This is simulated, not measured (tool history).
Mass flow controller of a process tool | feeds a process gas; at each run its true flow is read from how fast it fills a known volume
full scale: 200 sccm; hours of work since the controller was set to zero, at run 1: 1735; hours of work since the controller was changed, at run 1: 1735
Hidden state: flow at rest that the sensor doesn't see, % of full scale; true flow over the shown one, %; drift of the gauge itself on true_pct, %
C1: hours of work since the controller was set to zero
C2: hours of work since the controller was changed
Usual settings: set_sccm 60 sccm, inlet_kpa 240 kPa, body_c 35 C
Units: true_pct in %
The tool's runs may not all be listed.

{"run": 1, "hour": 0.0, "set_sccm": 60, "inlet_kpa": 240, "body_c": 35, "C1": 1735, "C2": 1735, "true_pct": 97.46}
{"run": 2, "hour": 94.0, "set_sccm": 50, "inlet_kpa": 240, "body_c": 35, "C1": 1809, "C2": 1809, "true_pct": 97.0}
{"run": 3, "hour": 203.8, "set_sccm": 20, "inlet_kpa": 240, "body_c": 35, "C1": 1896, "C2": 1896, "true_pct": 93.42}
{"run": 4, "hour": 385.9, "set_sccm": 20, "inlet_kpa": 240, "body_c": 38, "C1": 2039, "C2": 2039, "true_pct": 92.86}
{"run": 5, "hour": 579.9, "set_sccm": 20, "inlet_kpa": 240, "body_c": 38, "C1": 2192, "C2": 2192, "true_pct": 92.55}
{"run": 6, "hour": 740.2, "set_sccm": 20, "inlet_kpa": 240, "body_c": 38, "C1": 2319, "C2": 2319, "true_pct": 92.39}
{"run": 7, "hour": 829.6, "set_sccm": 60, "inlet_kpa": 153, "body_c": 35, "C1": 2389, "C2": 2389, "true_pct": 97.03}
{"run": 8, "hour": 929.6, "set_sccm": 60, "inlet_kpa": 153, "body_c": 35, "C1": 2468, "C2": 2468, "true_pct": 96.9}
{"run": 9, "hour": 1017.2, "set_sccm": 60, "inlet_kpa": 153, "body_c": 35, "C1": 2537, "C2": 2537, "true_pct": 96.99}
{"run": 10, "hour": 1132.5, "set_sccm": 60, "inlet_kpa": 153, "body_c": 35, "C1": 2628, "C2": 2628, "true_pct": 97.03}
{"run": 11, "hour": 1211.1, "set_sccm": 60, "inlet_kpa": 153, "body_c": 35, "C1": 2690, "C2": 2690, "true_pct": 96.84}
{"run": 12, "hour": 1341.7, "set_sccm": 60, "inlet_kpa": 153, "body_c": 35, "C1": 2793, "C2": 2793, "true_pct": 96.88}
{"run": 13, "hour": 1456.9, "set_sccm": 60, "inlet_kpa": 153, "body_c": 35, "C1": 2883, "C2": 2883, "true_pct": 96.79}
{"run": 14, "hour": 1562.4, "set_sccm": 60, "inlet_kpa": 153, "body_c": 35, "C1": 2967, "C2": 2967, "true_pct": 96.77}
{"run": 15, "hour": 1663.4, "set_sccm": 60, "inlet_kpa": 153, "body_c": 35, "C1": 3046, "C2": 3046, "true_pct": 96.82}
{"run": 16, "hour": 1836.3, "set_sccm": 60, "inlet_kpa": 153, "body_c": 35, "C1": 3182, "C2": 3182, "true_pct": 96.82}
{"hour": 1851.6, "done": "controller's zero set anew"}
{"run": 17, "hour": 1943.2, "set_sccm": 60, "inlet_kpa": 145, "body_c": 35, "C1": 72, "C2": 3266, "true_pct": 94.99}
{"run": 18, "hour": 2049.0, "set_sccm": 60, "inlet_kpa": 145, "body_c": 35, "C1": 156, "C2": 3350, "true_pct": 94.96}
{"run": 19, "hour": 2144.5, "set_sccm": 60, "inlet_kpa": 145, "body_c": 35, "C1": 231, "C2": 3425, "true_pct": 94.98}
{"run": 20, "hour": 2249.0, "set_sccm": 60, "inlet_kpa": 145, "body_c": 35, "C1": 313, "C2": 3507, "true_pct": 94.94}
{"run": 21, "hour": 2388.1, "set_sccm": 60, "inlet_kpa": 240, "body_c": 35, "C1": 423, "C2": 3617, "true_pct": 95.19}
{"run": 22, "hour": 2563.2, "set_sccm": 60, "inlet_kpa": 240, "body_c": 35, "C1": 561, "C2": 3755, "true_pct": 95.15}
{"hour": 2708.2, "done": "controller's zero set anew, once more"}
{"run": 23, "hour": 2727.4, "set_sccm": 60, "inlet_kpa": 240, "body_c": 35, "C1": 15, "C2": 3884, "true_pct": 99.98}
{"run": 24, "hour": 2864.0, "set_sccm": 60, "inlet_kpa": 240, "body_c": 35, "C1": 123, "C2": 3991, "true_pct": 100.21}
{"run": 25, "hour": 3006.2, "set_sccm": 31, "inlet_kpa": 262, "body_c": 32, "C1": 235, "C2": 4103, "true_pct": 99.65}
{"run": 26, "hour": 3140.6, "set_sccm": 31, "inlet_kpa": 262, "body_c": 32, "C1": 341, "C2": 4209, "true_pct": 99.57}
{"run": 27, "hour": 3299.0, "set_sccm": 60, "inlet_kpa": 199, "body_c": 36, "C1": 466, "C2": 4334, "true_pct": 99.94}
{"run": 28, "hour": 3388.0, "set_sccm": 60, "inlet_kpa": 175, "body_c": 22, "C1": 536, "C2": 4404, "true_pct": 100.43}
{"run": 29, "hour": 3554.6, "set_sccm": 60, "inlet_kpa": 175, "body_c": 32, "C1": 667, "C2": 4536, "true_pct": 99.98}
{"run": 30, "hour": 3745.9, "set_sccm": 196, "inlet_kpa": 158, "body_c": 39, "C1": 818, "C2": 4686, "true_pct": 101.37}
{"run": 31, "hour": 3860.5, "set_sccm": 60, "inlet_kpa": 155, "body_c": 32, "C1": 908, "C2": 4777, "true_pct": 99.7}
{"run": 32, "hour": 3990.8, "set_sccm": 21, "inlet_kpa": 164, "body_c": 22, "C1": 1011, "C2": 4879, "true_pct": 97.99}
{"run": 33, "hour": 4172.0, "set_sccm": 21, "inlet_kpa": 164, "body_c": 22, "C1": 1153, "C2": 5022, "true_pct": 97.55}
{"run": 34, "hour": 4320.7, "set_sccm": 21, "inlet_kpa": 232, "body_c": 22, "C1": 1271, "C2": 5139, "true_pct": 97.44}
{"run": 35, "hour": 4452.8, "set_sccm": 21, "inlet_kpa": 232, "body_c": 22, "C1": 1375, "C2": 5243, "true_pct": 97.32}
{"run": 36, "hour": 4629.2, "set_sccm": 21, "inlet_kpa": 232, "body_c": 22, "C1": 1514, "C2": 5382, "true_pct": 97.08}
{"run": 37, "hour": 4739.7, "set_sccm": 21, "inlet_kpa": 232, "body_c": 22, "C1": 1601, "C2": 5469, "true_pct": 96.97}
{"run": 38, "hour": 4911.7, "set_sccm": 97, "inlet_kpa": 192, "body_c": 22, "C1": 1736, "C2": 5605, "true_pct": 101.19}
{"run": 39, "hour": 5053.8, "set_sccm": 29, "inlet_kpa": 222, "body_c": 34, "C1": 1848, "C2": 5717, "true_pct": 97.26}
{"run": 40, "hour": 5162.1, "set_sccm": 29, "inlet_kpa": 222, "body_c": 34, "C1": 1934, "C2": 5802, "true_pct": 97.09}
{"run": 41, "hour": 5353.4, "set_sccm": 29, "inlet_kpa": 222, "body_c": 34, "C1": 2084, "C2": 5953, "true_pct": 97.05}
{"run": 42, "hour": 5445.5, "set_sccm": 29, "inlet_kpa": 222, "body_c": 34, "C1": 2157, "C2": 6026, "true_pct": 96.94}
{"run": 43, "hour": 5619.3, "set_sccm": 74, "inlet_kpa": 270, "body_c": 20, "C1": 2294, "C2": 6163, "true_pct": 100.97}
{"run": 44, "hour": 5711.1, "set_sccm": 74, "inlet_kpa": 270, "body_c": 20, "C1": 2366, "C2": 6235, "true_pct": 100.87}
{"run": 45, "hour": 5901.0, "set_sccm": 74, "inlet_kpa": 270, "body_c": 20, "C1": 2516, "C2": 6385, "true_pct": 100.77}
{"run": 46, "hour": 6004.9, "set_sccm": 74, "inlet_kpa": 270, "body_c": 20, "C1": 2598, "C2": 6466, "true_pct": 100.86}
{"run": 47, "hour": 6089.5, "set_sccm": 162, "inlet_kpa": 164, "body_c": 35, "C1": 2664, "C2": 6533, "true_pct": 101.67}
{"run": 48, "hour": 6249.6, "set_sccm": 162, "inlet_kpa": 256, "body_c": 35, "C1": 2791, "C2": 6659, "true_pct": 101.95}

Hidden state at the last listed run before each entry between runs and at the first one after, where it differs:
Between runs 16 and 17: controller's zero set anew (hour 1851.6)
  flow at rest that the sensor doesn't see, % of full scale: -0.886 -> -1.39; true flow over the shown one, %: 1.71 -> 1.75
  measured less the result without the state, true_pct: -1.25 -> -2.88 %
Between runs 22 and 23: controller's zero set anew, once more (hour 2708.2)
  flow at rest that the sensor doesn't see, % of full scale: -1.519 -> -0.061; true flow over the shown one, %: 2.03 -> 2.11
  measured less the result without the state, true_pct: -3.03 -> +1.91 %

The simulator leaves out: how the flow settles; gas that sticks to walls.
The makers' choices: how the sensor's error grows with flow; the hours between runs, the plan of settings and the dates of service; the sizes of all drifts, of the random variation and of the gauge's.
